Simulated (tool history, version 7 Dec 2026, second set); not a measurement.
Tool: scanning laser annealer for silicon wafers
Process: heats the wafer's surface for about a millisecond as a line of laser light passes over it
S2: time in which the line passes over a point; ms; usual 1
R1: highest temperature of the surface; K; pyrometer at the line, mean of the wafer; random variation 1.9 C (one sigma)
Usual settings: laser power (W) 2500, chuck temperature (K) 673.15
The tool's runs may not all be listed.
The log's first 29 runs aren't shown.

Run 30, day 18.025: usual settings but laser power (W) 2728, S2 0.97 ms. Result: R1 1463.15 K.
Run 31, day 18.692: usual settings but laser power (W) 2730, S2 0.97 ms, chuck temperature (K) 687.15. Result: R1 1474.15 K.
Run 32, day 19.204: usual settings but laser power (W) 2207, S2 1.14 ms. Result: R1 1340.15 K.
Run 33, day 19.883: usual settings but laser power (W) 2207, S2 0.89 ms, chuck temperature (K) 660.15. Result: R1 1262.15 K.
Run 34, day 20.775: usual settings but S2 0.97 ms, chuck temperature (K) 676.15. Result: R1 1391.15 K.
Run 35, day 21.183: usual settings but laser power (W) 2136, S2 0.97 ms, chuck temperature (K) 683.15. Result: R1 1282.15 K.
Run 36, day 21.692: usual settings but laser power (W) 2739, S2 0.97 ms, chuck temperature (K) 681.15. Result: R1 1474.15 K.
Run 37, day 22.538: usual settings but laser power (W) 2739, S2 0.97 ms, chuck temperature (K) 681.15. Result: R1 1470.15 K.

3 ways to go on from here, each from the tool as it stands after run 37. What would each give?
Run A, day 23.233: usual settings but S2 0.87 ms, chuck temperature (K) 657.15. Result: R1 ?.
Run B, day 23.233: usual settings but laser power (W) 2739, S2 0.75 ms, chuck temperature (K) 670.15. Result: R1 ?.
Run C, day 23.233: usual settings but laser power (W) 2238, S2 1.04 ms, chuck temperature (K) 651.15. Result: R1 ?.

run       R1
  A  1339.15
  B  1376.15
  C  1301.15
Without the tool's hidden state the same runs would have given:
run       R1
  A  1353.15
  B  1391.15
  C  1315.15

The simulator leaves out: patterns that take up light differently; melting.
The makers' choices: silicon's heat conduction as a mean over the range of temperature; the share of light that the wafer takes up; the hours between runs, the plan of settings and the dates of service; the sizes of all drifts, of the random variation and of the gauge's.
